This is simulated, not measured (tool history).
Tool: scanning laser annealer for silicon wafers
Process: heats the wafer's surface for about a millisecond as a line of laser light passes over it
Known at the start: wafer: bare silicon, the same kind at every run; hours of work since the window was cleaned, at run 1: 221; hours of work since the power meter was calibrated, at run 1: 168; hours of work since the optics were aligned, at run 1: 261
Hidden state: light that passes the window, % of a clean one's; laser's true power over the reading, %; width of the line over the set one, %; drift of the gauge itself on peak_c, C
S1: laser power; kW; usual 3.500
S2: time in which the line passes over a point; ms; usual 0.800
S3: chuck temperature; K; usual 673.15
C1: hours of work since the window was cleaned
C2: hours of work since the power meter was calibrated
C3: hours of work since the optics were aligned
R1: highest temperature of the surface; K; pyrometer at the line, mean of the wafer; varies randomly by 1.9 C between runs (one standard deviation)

run	day	S1	S2	S3	C1	C2	C3	R1
1	0.000	3.500	0.800	673.15	221	168	261	1428.15
2	2.150	3.500	0.800	673.15	249	196	289	1426.15
3	3.667	3.500	0.800	673.15	269	215	308	1428.15
4	5.371	3.500	0.800	673.15	291	237	330	1422.15
5	7.383	3.500	0.800	673.15	317	263	356	1424.15
6	10.042	3.500	0.800	657.15	351	298	391	1404.15
7	12.150	3.500	0.956	673.15	378	325	418	1480.15
8	14.521	2.981	0.800	673.15	409	356	449	1303.15
9	16.558	2.981	0.800	673.15	435	382	475	1304.15
10	18.304	2.981	0.800	673.15	458	405	497	1304.15
11	20.621	3.500	0.800	673.15	488	435	527	1414.15
12	23.150	3.500	0.898	673.15	520	467	560	1453.15
13	24.800	3.500	0.898	673.15	542	489	581	1454.15
14	26.204	3.500	0.800	700.15	560	507	599	1440.15
15	28.617	3.500	0.800	673.15	591	538	631	1416.15
16	30.217	3.500	0.789	673.15	612	559	651	1407.15
17	32.229	3.308	0.800	673.15	638	585	677	1366.15
18	34.512	3.500	0.753	673.15	667	614	707	1389.15
19	37.117	3.500	0.753	673.15	701	648	740	1385.15
20	39.792	3.500	0.753	673.15	735	682	775	1389.15
21	41.554	3.500	0.753	673.15	758	705	798	1386.15
22	43.512	3.500	0.753	708.15	783	730	823	1418.15
23	44.608	3.614	0.800	673.15	798	745	837	1427.15
# day 45.621: window over the wafer cleaned
24	46.825	3.614	0.800	673.15	16	772	865	1447.15
25	48.312	3.816	0.599	695.15	35	791	884	1414.15
26	49.658	3.816	0.645	679.15	52	809	901	1424.15
27	50.962	3.500	0.707	653.15	69	826	918	1363.15
28	52.088	3.449	0.592	673.15	84	840	933	1316.15
29	54.429	3.513	0.608	655.15	114	870	963	1321.15
30	56.442	3.184	0.798	655.15	140	896	989	1332.15
31	58.592	3.116	0.691	642.15	168	924	1017	1263.15
32	61.192	3.779	0.800	673.15	201	958	1051	1475.15
33	62.725	3.779	0.800	673.15	221	978	1070	1479.15
34	63.946	3.769	0.800	641.15	237	993	1086	1441.15
35	65.317	3.149	0.800	667.15	255	1011	1104	1330.15
36	67.608	3.149	0.800	667.15	284	1041	1133	1332.15

Measured result minus the same run's result without the hidden state. Both carry the same run-to-run variation, though not necessarily the same gauge scatter:
run	R1
1	-12.00
2	-13.00
3	-14.00
4	-14.00
5	-15.00
6	-17.00
7	-20.00
8	-17.00
9	-18.00
10	-19.00
11	-24.00
12	-26.00
13	-28.00
14	-27.00
15	-28.00
16	-29.00
17	-29.00
18	-31.00
19	-32.00
20	-33.00
21	-34.00
22	-36.00
23	-38.00
24	-14.00
25	-14.00
26	-16.00
27	-15.00
28	-15.00
29	-16.00
30	-17.00
31	-17.00
32	-24.00
33	-25.00
34	-26.00
35	-22.00
36	-23.00
